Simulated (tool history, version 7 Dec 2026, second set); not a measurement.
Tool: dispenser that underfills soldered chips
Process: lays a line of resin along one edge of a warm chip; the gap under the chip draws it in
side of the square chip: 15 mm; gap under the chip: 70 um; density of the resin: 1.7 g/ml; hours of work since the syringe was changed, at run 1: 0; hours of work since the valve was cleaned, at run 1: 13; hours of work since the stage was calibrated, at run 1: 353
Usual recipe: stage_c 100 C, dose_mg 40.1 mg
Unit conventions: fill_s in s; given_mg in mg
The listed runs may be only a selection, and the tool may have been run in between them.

run	day	stage_c	dose_mg	hours of work since the syringe was changed	hours of work since the valve was cleaned	hours of work since the stage was calibrated	fill_s	given_mg
1	0.000	100	40.1	0	13	353	195.2	39.63
# day 0.529: new syringe of resin
2	0.533	100	40.1	0	22	361	186.4	39.23
3	0.879	100	40.1	6	28	367	262.2	38.87
# day 1.096: new syringe of resin
4	1.417	100	40.1	5	37	376	257.8	38.66
# day 1.654: new syringe of resin
5	1.742	100	40.1	2	42	381	205.0	38.35
# day 2.192: new syringe of resin
6	2.192	100	40.1	0	49	389	188.5	37.89
# day 2.400: stage's temperature calibrated
# day 2.788: new syringe of resin
7	2.788	100	40.1	0	58	6	213.3	37.58
8	3.167	100	40.1	6	65	13	304.9	37.47
# day 3.325: new syringe of resin
9	3.408	100	40.1	1	69	17	218.8	37.53
10	3.838	100	36.2	9	76	24	340.2	33.31
# day 3.892: new syringe of resin
11	4.325	100	40.1	7	84	32	309.5	36.82
# day 4.454: new syringe of resin
12	4.596	100	40.1	2	88	36	232.3	36.41
# day 4.988: new syringe of resin
13	4.988	100	40.1	0	95	43	209.3	36.31
14	5.438	100	40.1	8	102	50	322.3	35.83
# day 5.521: new syringe of resin
15	5.854	100	40.1	6	109	57	285.9	35.78
# day 6.092: new syringe of resin
16	6.300	100	40.1	3	116	64	255.9	35.61
# day 6.621: new syringe of resin
# day 6.662: dispensing valve cleaned and set on the balance
17	6.867	100	40.1	3	3	73	249.3	40.12
# day 7.208: new syringe of resin
18	7.275	100	40.1	1	10	79	214.7	39.86
19	7.625	100	42.8	7	16	85	293.9	42.28
# day 7.783: new syringe of resin
20	7.992	97	45.8	3	22	91	263.0	45.01
# day 8.346: new syringe of resin
21	8.354	92	38.1	0	28	97	246.1	37.38
# day 8.896: new syringe of resin
22	8.896	92	38.1	0	37	106	259.5	36.75
23	9.233	103	49.1	6	42	112	261.0	47.24
# day 9.438: new syringe of resin
24	9.700	93	35.0	4	50	119	323.7	33.41
# day 9.988: new syringe of resin
25	10.138	93	35.0	3	57	127	285.6	33.24
# day 10.550: new syringe of resin
26	10.567	103	39.5	0	64	134	186.7	37.07
27	11.042	101	40.8	8	72	142	311.9	37.86
# day 11.100: new syringe of resin
28	11.288	100	36.6	3	76	146	247.2	34.09
# day 11.642: new syringe of resin
29	11.650	100	36.6	0	82	151	208.8	33.50
30	12.142	100	36.6	8	90	160	330.6	33.53
# day 12.204: new syringe of resin
31	12.496	100	37.6	5	96	165	265.4	34.33
# day 12.771: new syringe of resin
32	13.008	100	37.6	4	104	174	254.4	33.76
# day 13.312: new syringe of resin
33	13.567	100	51.7	4	114	183	245.4	46.30
# day 13.875: new syringe of resin
# day 14.092: dispensing valve cleaned and set on the balance
34	14.167	108	51.7	4	1	192	195.8	51.99

Pick out some run-to-run changes in fill_s. Of each, how much would a tool without hidden state show as well, from the settings, what came in and chance, and how much is left for the hidden state and any gauge scatter not in both results compared?
Hidden state present: resin's viscosity, % of fresh resin's; dose that the valve gives, % of what is set; true chip temperature over the reading, C; drift of the gauge itself on fill_s, %; drift of the gauge itself on given_mg, %.
Run 9 -> 10: dose_mg 40.1 -> 36.2. fill_s +121.4 s: hidden state +117.2, all else +4.2.
Run 26 -> 27: stage_c 103 -> 101, dose_mg 39.5 -> 40.8. fill_s +125.2 s: hidden state +114.2, all else +11.0.
Run 29 -> 30: settings left as they were, no log entry in between. fill_s +121.8 s: hidden state +125.3, all else -3.5.
